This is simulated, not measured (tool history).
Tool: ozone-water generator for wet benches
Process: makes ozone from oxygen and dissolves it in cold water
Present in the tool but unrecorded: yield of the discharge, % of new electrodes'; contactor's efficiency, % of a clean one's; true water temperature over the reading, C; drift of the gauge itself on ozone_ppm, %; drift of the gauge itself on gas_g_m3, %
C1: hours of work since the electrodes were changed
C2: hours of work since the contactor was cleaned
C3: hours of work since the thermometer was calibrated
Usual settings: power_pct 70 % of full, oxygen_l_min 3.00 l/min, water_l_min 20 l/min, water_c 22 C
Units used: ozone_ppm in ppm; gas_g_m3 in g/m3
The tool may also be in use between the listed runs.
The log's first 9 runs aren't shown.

{"run": 10, "hour": 251.6, "power_pct": 70, "oxygen_l_min": 3.0, "water_l_min": 20, "water_c": 18, "C1": 1202, "C2": 5451, "C3": 5104, "ozone_ppm": 11.9, "gas_g_m3": 187.1}
{"run": 11, "hour": 276.8, "power_pct": 70, "oxygen_l_min": 3.0, "water_l_min": 20, "water_c": 18, "C1": 1226, "C2": 5475, "C3": 5128, "ozone_ppm": 12.1, "gas_g_m3": 186.7}
{"run": 12, "hour": 306.8, "power_pct": 70, "oxygen_l_min": 3.0, "water_l_min": 20, "water_c": 18, "C1": 1255, "C2": 5504, "C3": 5157, "ozone_ppm": 11.6, "gas_g_m3": 186.3}
{"run": 13, "hour": 329.4, "power_pct": 70, "oxygen_l_min": 2.04, "water_l_min": 20, "water_c": 18, "C1": 1276, "C2": 5525, "C3": 5178, "ozone_ppm": 11.7, "gas_g_m3": 244.6}
{"run": 14, "hour": 348.7, "power_pct": 70, "oxygen_l_min": 2.04, "water_l_min": 20, "water_c": 18, "C1": 1295, "C2": 5543, "C3": 5197, "ozone_ppm": 11.6, "gas_g_m3": 244.1}
{"run": 15, "hour": 371.8, "power_pct": 70, "oxygen_l_min": 2.04, "water_l_min": 20, "water_c": 18, "C1": 1317, "C2": 5565, "C3": 5219, "ozone_ppm": 11.7, "gas_g_m3": 244.7}
{"run": 16, "hour": 386.6, "power_pct": 70, "oxygen_l_min": 2.04, "water_l_min": 20, "water_c": 18, "C1": 1331, "C2": 5579, "C3": 5233, "ozone_ppm": 11.7, "gas_g_m3": 245.2}
{"run": 17, "hour": 418.9, "power_pct": 70, "oxygen_l_min": 3.0, "water_l_min": 20, "water_c": 22, "C1": 1361, "C2": 5610, "C3": 5263, "ozone_ppm": 11.2, "gas_g_m3": 187.6}
{"run": 18, "hour": 452.7, "power_pct": 70, "oxygen_l_min": 4.14, "water_l_min": 25, "water_c": 26, "C1": 1394, "C2": 5642, "C3": 5295, "ozone_ppm": 8.7, "gas_g_m3": 150.2}
{"run": 19, "hour": 482.7, "power_pct": 62, "oxygen_l_min": 2.94, "water_l_min": 31, "water_c": 17, "C1": 1422, "C2": 5671, "C3": 5324, "ozone_ppm": 7.3, "gas_g_m3": 179.9}
{"run": 20, "hour": 509.7, "power_pct": 62, "oxygen_l_min": 3.84, "water_l_min": 16, "water_c": 17, "C1": 1448, "C2": 5697, "C3": 5350, "ozone_ppm": 13.0, "gas_g_m3": 150.2}
{"run": 21, "hour": 534.9, "power_pct": 62, "oxygen_l_min": 3.84, "water_l_min": 16, "water_c": 17, "C1": 1472, "C2": 5721, "C3": 5374, "ozone_ppm": 13.2, "gas_g_m3": 149.8}
{"hour": 537.3, "done": "water thermometer calibrated"}
{"run": 22, "hour": 553.5, "power_pct": 62, "oxygen_l_min": 3.84, "water_l_min": 16, "water_c": 25, "C1": 1489, "C2": 5738, "C3": 15, "ozone_ppm": 11.8, "gas_g_m3": 148.8}
{"run": 23, "hour": 579.3, "power_pct": 62, "oxygen_l_min": 1.73, "water_l_min": 16, "water_c": 16, "C1": 1514, "C2": 5762, "C3": 40, "ozone_ppm": 13.7, "gas_g_m3": 261.2}
{"run": 24, "hour": 595.3, "power_pct": 62, "oxygen_l_min": 1.73, "water_l_min": 16, "water_c": 16, "C1": 1529, "C2": 5778, "C3": 55, "ozone_ppm": 13.6, "gas_g_m3": 260.6}
{"run": 25, "hour": 621.5, "power_pct": 54, "oxygen_l_min": 1.73, "water_l_min": 15, "water_c": 16, "C1": 1554, "C2": 5802, "C3": 80, "ozone_ppm": 13.2, "gas_g_m3": 244.4}
{"run": 26, "hour": 636.5, "power_pct": 54, "oxygen_l_min": 1.73, "water_l_min": 15, "water_c": 16, "C1": 1568, "C2": 5817, "C3": 94, "ozone_ppm": 13.5, "gas_g_m3": 243.2}
{"run": 27, "hour": 652.8, "power_pct": 54, "oxygen_l_min": 2.67, "water_l_min": 13, "water_c": 16, "C1": 1584, "C2": 5832, "C3": 110, "ozone_ppm": 15.2, "gas_g_m3": 180.5}
{"run": 28, "hour": 677.6, "power_pct": 54, "oxygen_l_min": 2.67, "water_l_min": 13, "water_c": 16, "C1": 1607, "C2": 5856, "C3": 134, "ozone_ppm": 15.0, "gas_g_m3": 181.0}
{"run": 29, "hour": 700.4, "power_pct": 54, "oxygen_l_min": 2.67, "water_l_min": 13, "water_c": 16, "C1": 1629, "C2": 5878, "C3": 155, "ozone_ppm": 15.4, "gas_g_m3": 180.0}
{"run": 30, "hour": 719.9, "power_pct": 54, "oxygen_l_min": 2.67, "water_l_min": 13, "water_c": 16, "C1": 1647, "C2": 5896, "C3": 174, "ozone_ppm": 15.1, "gas_g_m3": 181.5}
{"run": 31, "hour": 741.3, "power_pct": 54, "oxygen_l_min": 2.12, "water_l_min": 14, "water_c": 16, "C1": 1668, "C2": 5916, "C3": 194, "ozone_ppm": 14.5, "gas_g_m3": 211.1}
{"hour": 758.5, "done": "gauge calibrated"}
{"run": 32, "hour": 774.1, "power_pct": 70, "oxygen_l_min": 3.0, "water_l_min": 20, "water_c": 29, "C1": 1699, "C2": 5948, "C3": 225, "ozone_ppm": 10.4, "gas_g_m3": 186.0}
{"run": 33, "hour": 795.0, "power_pct": 46, "oxygen_l_min": 3.0, "water_l_min": 14, "water_c": 24, "C1": 1719, "C2": 5968, "C3": 245, "ozone_ppm": 12.1, "gas_g_m3": 148.9}

Predict each of these 3 candidate next runs independently; none follows another, all start after run 33:
{"run": "A", "hour": 822.3, "power_pct": 88, "oxygen_l_min": 3.0, "water_l_min": 18, "water_c": 18, "C1": 1745, "C2": 5994, "C3": 271, "ozone_ppm": "?", "gas_g_m3": "?"}
{"run": "B", "hour": 822.3, "power_pct": 70, "oxygen_l_min": 3.0, "water_l_min": 25, "water_c": 22, "C1": 1745, "C2": 5994, "C3": 271, "ozone_ppm": "?", "gas_g_m3": "?"}
{"run": "C", "hour": 822.3, "power_pct": 44, "oxygen_l_min": 3.0, "water_l_min": 14, "water_c": 16, "C1": 1745, "C2": 5994, "C3": 271, "ozone_ppm": "?", "gas_g_m3": "?"}

run=A ozone_ppm=14.5 gas_g_m3=207.9
run=B ozone_ppm=9.2 gas_g_m3=185.8
run=C ozone_ppm=12.7 gas_g_m3=146.3
The same runs, with their run-to-run variation unchanged, on a tool lacking any hidden condition would have given:
run=A ozone_ppm=14.5 gas_g_m3=207.5
run=B ozone_ppm=9.3 gas_g_m3=185.5
run=C ozone_ppm=12.7 gas_g_m3=146.0
